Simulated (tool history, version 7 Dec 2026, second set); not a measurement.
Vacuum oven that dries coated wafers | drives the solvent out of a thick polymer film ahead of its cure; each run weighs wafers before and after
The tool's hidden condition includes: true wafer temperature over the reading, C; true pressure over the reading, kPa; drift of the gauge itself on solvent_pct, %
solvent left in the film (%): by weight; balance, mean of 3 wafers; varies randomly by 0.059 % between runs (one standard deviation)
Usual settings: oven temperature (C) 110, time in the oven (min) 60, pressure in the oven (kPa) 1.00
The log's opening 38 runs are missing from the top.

run,day,oven temperature (C),time in the oven (min),pressure in the oven (kPa),hours of work since the thermocouples were calibrated,hours of work since the vacuum gauge was cleaned of residue,solvent left in the film (%)
39,114.125,99,57,2.93,613,656,9.15
40,117.238,123,57,2.93,648,691,2.43
41,121.433,123,59,1.00,695,738,1.33
42,123.667,118,60,3.70,721,764,3.66
43,125.733,106,44,0.71,744,787,6.44
44,129.242,121,38,0.92,784,827,2.90
45,131.954,121,38,0.92,814,858,3.02
46,135.342,104,60,3.78,853,896,8.25
47,137.900,116,41,1.00,882,925,4.12

Branching from run 47: 3 alternative next runs. What would each branch give?
A,141.675,122,63,1.15,925,968,?
B,141.675,108,42,1.00,925,968,?
C,141.675,103,45,1.39,925,968,?

run,solvent left in the film (%)
A,1.42
B,6.20
C,7.85
What these runs would have given with no unlogged condition in the tool:
run,solvent left in the film (%)
A,1.05
B,5.33
C,6.94
